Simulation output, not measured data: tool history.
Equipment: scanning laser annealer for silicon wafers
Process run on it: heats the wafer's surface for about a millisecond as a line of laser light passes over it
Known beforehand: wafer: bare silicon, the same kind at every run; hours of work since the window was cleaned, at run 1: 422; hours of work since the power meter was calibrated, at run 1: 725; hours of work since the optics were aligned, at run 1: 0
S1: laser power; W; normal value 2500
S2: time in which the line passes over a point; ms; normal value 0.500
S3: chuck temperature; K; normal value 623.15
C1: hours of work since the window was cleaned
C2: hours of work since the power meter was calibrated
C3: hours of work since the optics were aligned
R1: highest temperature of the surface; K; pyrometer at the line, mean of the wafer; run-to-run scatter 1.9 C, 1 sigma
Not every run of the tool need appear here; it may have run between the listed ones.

| run | hour | S1 | S2 | S3 | C1 | C2 | C3 | R1 |
|---|---|---|---|---|---|---|---|---|
| 1 | 0.0 | 2500 | 0.500 | 623.15 | 422 | 725 | 0 | 1448.15 |
| 2 | 74.8 | 2500 | 0.500 | 623.15 | 462 | 766 | 41 | 1445.15 |
| 3 | 124.6 | 2500 | 0.500 | 623.15 | 490 | 793 | 68 | 1447.15 |
| 4 | 184.2 | 2500 | 0.423 | 623.15 | 522 | 826 | 101 | 1382.15 |
| 5 | 233.1 | 2581 | 0.500 | 623.15 | 549 | 853 | 127 | 1482.15 |
| 6 | 299.0 | 2500 | 0.500 | 638.15 | 585 | 889 | 163 | 1464.15 |
| 7 | 342.3 | 2500 | 0.500 | 638.15 | 609 | 912 | 187 | 1466.15 |
| 8 | 375.0 | 2500 | 0.500 | 638.15 | 627 | 930 | 205 | 1462.15 |
| 9 | 443.1 | 2500 | 0.500 | 634.15 | 664 | 967 | 242 | 1463.15 |
|  | 497.9 | window over the wafer cleaned |
| 10 | 521.0 | 2500 | 0.500 | 634.15 | 13 | 1009 | 284 | 1459.15 |
| 11 | 561.5 | 2362 | 0.500 | 623.15 | 35 | 1031 | 306 | 1391.15 |
| 12 | 623.1 | 2362 | 0.500 | 623.15 | 68 | 1065 | 340 | 1389.15 |
| 13 | 655.1 | 2362 | 0.500 | 623.15 | 86 | 1082 | 357 | 1391.15 |
| 14 | 692.1 | 2362 | 0.500 | 623.15 | 106 | 1102 | 377 | 1393.15 |
| 15 | 748.7 | 2362 | 0.500 | 601.15 | 137 | 1133 | 408 | 1367.15 |
| 16 | 817.5 | 2362 | 0.500 | 601.15 | 175 | 1171 | 446 | 1368.15 |
| 17 | 853.1 | 2500 | 0.562 | 623.15 | 194 | 1190 | 465 | 1499.15 |
| 18 | 895.3 | 2500 | 0.500 | 623.15 | 217 | 1213 | 488 | 1445.15 |
| 19 | 967.9 | 2500 | 0.500 | 623.15 | 257 | 1253 | 528 | 1451.15 |
| 20 | 1039.1 | 2500 | 0.500 | 623.15 | 296 | 1292 | 567 | 1448.15 |
| 21 | 1092.7 | 2659 | 0.500 | 638.15 | 325 | 1321 | 596 | 1532.15 |
| 22 | 1155.9 | 2687 | 0.553 | 646.15 | 360 | 1356 | 631 | 1595.15 |
| 23 | 1196.4 | 2403 | 0.498 | 646.15 | 382 | 1378 | 653 | 1427.15 |
| 24 | 1237.5 | 2159 | 0.500 | 656.15 | 404 | 1400 | 675 | 1339.15 |
| 25 | 1284.5 | 2500 | 0.500 | 596.15 | 430 | 1426 | 701 | 1418.15 |
| 26 | 1341.2 | 2500 | 0.500 | 596.15 | 461 | 1457 | 732 | 1420.15 |
| 27 | 1417.7 | 2725 | 0.500 | 596.15 | 503 | 1499 | 774 | 1519.15 |
| 28 | 1495.0 | 2353 | 0.506 | 623.15 | 545 | 1541 | 816 | 1391.15 |
| 29 | 1560.9 | 2511 | 0.552 | 640.15 | 581 | 1577 | 852 | 1511.15 |
| 30 | 1628.2 | 2292 | 0.500 | 607.15 | 618 | 1614 | 889 | 1343.15 |
| 31 | 1692.7 | 2292 | 0.500 | 607.15 | 653 | 1649 | 924 | 1348.15 |
| 32 | 1759.9 | 2292 | 0.500 | 607.15 | 690 | 1686 | 961 | 1345.15 |
|  | 1765.8 | window over the wafer cleaned |
| 33 | 1816.4 | 2292 | 0.500 | 602.15 | 28 | 1716 | 991 | 1341.15 |
| 34 | 1871.8 | 2292 | 0.500 | 602.15 | 58 | 1746 | 1021 | 1342.15 |
| 35 | 1913.0 | 2500 | 0.522 | 596.15 | 80 | 1769 | 1043 | 1438.15 |
| 36 | 1962.1 | 2717 | 0.355 | 623.15 | 107 | 1795 | 1070 | 1403.15 |
| 37 | 2003.1 | 2461 | 0.562 | 629.15 | 130 | 1818 | 1093 | 1484.15 |
| 38 | 2045.6 | 2500 | 0.422 | 601.15 | 153 | 1841 | 1116 | 1361.15 |
| 39 | 2111.2 | 2500 | 0.422 | 601.15 | 189 | 1877 | 1152 | 1360.15 |
| 40 | 2184.1 | 2248 | 0.419 | 612.15 | 229 | 1917 | 1192 | 1273.15 |

Alternative continuations, all from the tool just after run 40; predict every row:
| A | 2216.1 | 2448 | 0.384 | 628.15 | 246 | 1934 | 1209 | ? |
| B | 2216.1 | 2297 | 0.393 | 632.15 | 246 | 1934 | 1209 | ? |
| C | 2216.1 | 2703 | 0.500 | 623.15 | 246 | 1934 | 1209 | ? |
| D | 2216.1 | 2267 | 0.372 | 623.15 | 246 | 1934 | 1209 | ? |
| E | 2216.1 | 2140 | 0.552 | 652.15 | 246 | 1934 | 1209 | ? |

| run | R1 |
|---|---|
| A | 1336.15 |
| B | 1290.15 |
| C | 1535.15 |
| D | 1255.15 |
| E | 1363.15 |
The same runs, with their run-to-run variation unchanged, on a tool lacking any hidden condition would have given:
| run | R1 |
|---|---|
| A | 1336.15 |
| B | 1291.15 |
| C | 1535.15 |
| D | 1255.15 |
| E | 1363.15 |
